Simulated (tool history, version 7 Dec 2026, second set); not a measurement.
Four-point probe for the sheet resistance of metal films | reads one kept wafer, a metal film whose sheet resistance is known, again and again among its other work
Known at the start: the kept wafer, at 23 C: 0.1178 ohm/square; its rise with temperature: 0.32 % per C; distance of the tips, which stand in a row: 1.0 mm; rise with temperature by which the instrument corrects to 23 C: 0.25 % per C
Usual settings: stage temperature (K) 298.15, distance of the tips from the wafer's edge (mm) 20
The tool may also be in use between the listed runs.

| run | day | stage temperature (K) | distance of the tips from the wafer's edge (mm) | sheet resistance as the instrument gives it (ohm/square) |
|---|---|---|---|---|
| 1 | 0 | 298.15 | 20 | 0.118107 |
| 2 | 1.971 | 298.15 | 16 | 0.118264 |
| 3 | 3.125 | 298.15 | 20 | 0.118098 |
| 4 | 4.658 | 298.15 | 27 | 0.118053 |
| 5 | 6.633 | 298.15 | 20 | 0.118132 |
| 6 | 8.412 | 298.15 | 20 | 0.118159 |
| 7 | 10.396 | 298.15 | 20 | 0.118083 |
| 8 | 12.512 | 298.15 | 11 | 0.118517 |
| 9 | 13.654 | 298.15 | 11 | 0.118502 |
| 10 | 15.05 | 298.15 | 20 | 0.118151 |
| 11 | 17.242 | 298.15 | 20 | 0.118126 |
| 12 | 18.475 | 298.15 | 20 | 0.118125 |
| 13 | 20.642 | 298.15 | 20 | 0.118114 |
| 14 | 22.462 | 298.15 | 20 | 0.118124 |
| 15 | 23.838 | 298.15 | 20 | 0.11808 |
| 16 | 25.588 | 298.15 | 20 | 0.118159 |
| 17 | 27.629 | 298.15 | 20 | 0.118154 |
| 18 | 28.808 | 298.15 | 20 | 0.118093 |
|  | 30.383 | stage's thermometer calibrated |
| 19 | 31.179 | 298.15 | 20 | 0.11811 |
| 20 | 32.508 | 298.15 | 20 | 0.118106 |
| 21 | 34.325 | 298.15 | 12 | 0.11844 |
| 22 | 35.838 | 298.15 | 12 | 0.118402 |
| 23 | 37.962 | 298.15 | 12 | 0.118402 |
| 24 | 39.012 | 299.15 | 13 | 0.118412 |
| 25 | 40.029 | 292.15 | 12 | 0.117923 |
| 26 | 41.65 | 292.15 | 9 | 0.118274 |
| 27 | 43.45 | 296.15 | 8 | 0.118834 |
| 28 | 45.633 | 296.15 | 8 | 0.118838 |
| 29 | 47.833 | 304.15 | 68 | 0.118454 |
| 30 | 50.292 | 308.15 | 9 | 0.119545 |
| 31 | 51.717 | 307.15 | 21 | 0.118875 |
| 32 | 53.458 | 294.15 | 44 | 0.117692 |
| 33 | 55.858 | 294.15 | 44 | 0.117668 |
| 34 | 56.908 | 306.15 | 9 | 0.119414 |
| 35 | 58.846 | 304.15 | 9 | 0.119215 |
| 36 | 60.888 | 306.15 | 20 | 0.118793 |
| 37 | 63.008 | 298.15 | 35 | 0.117998 |
| 38 | 64.996 | 298.15 | 35 | 0.118042 |
| 39 | 66.942 | 306.15 | 29 | 0.118692 |
| 40 | 67.988 | 306.15 | 29 | 0.118657 |
| 41 | 70.433 | 297.15 | 20 | 0.118052 |
| 42 | 71.588 | 303.15 | 7 | 0.119614 |
| 43 | 72.725 | 298.15 | 4 | 0.121763 |
| 44 | 73.846 | 304.15 | 10 | 0.119116 |
| 45 | 75.717 | 296.15 | 4 | 0.121642 |
| 46 | 76.788 | 293.15 | 9 | 0.118315 |

Forecast each of these 3 alternatives for the next run:
| A | 78.983 | 302.15 | 11 | ? |
| B | 78.983 | 293.15 | 27 | ? |
| C | 78.983 | 291.15 | 6 | ? |

| run | sheet resistance as the instrument gives it (ohm/square) |
|---|---|
| A | 0.118844 |
| B | 0.117668 |
| C | 0.119163 |
Without the tool's hidden state the same runs would have given:
| run | sheet resistance as the instrument gives it (ohm/square) |
|---|---|
| A | 0.11883 |
| B | 0.117654 |
| C | 0.119149 |

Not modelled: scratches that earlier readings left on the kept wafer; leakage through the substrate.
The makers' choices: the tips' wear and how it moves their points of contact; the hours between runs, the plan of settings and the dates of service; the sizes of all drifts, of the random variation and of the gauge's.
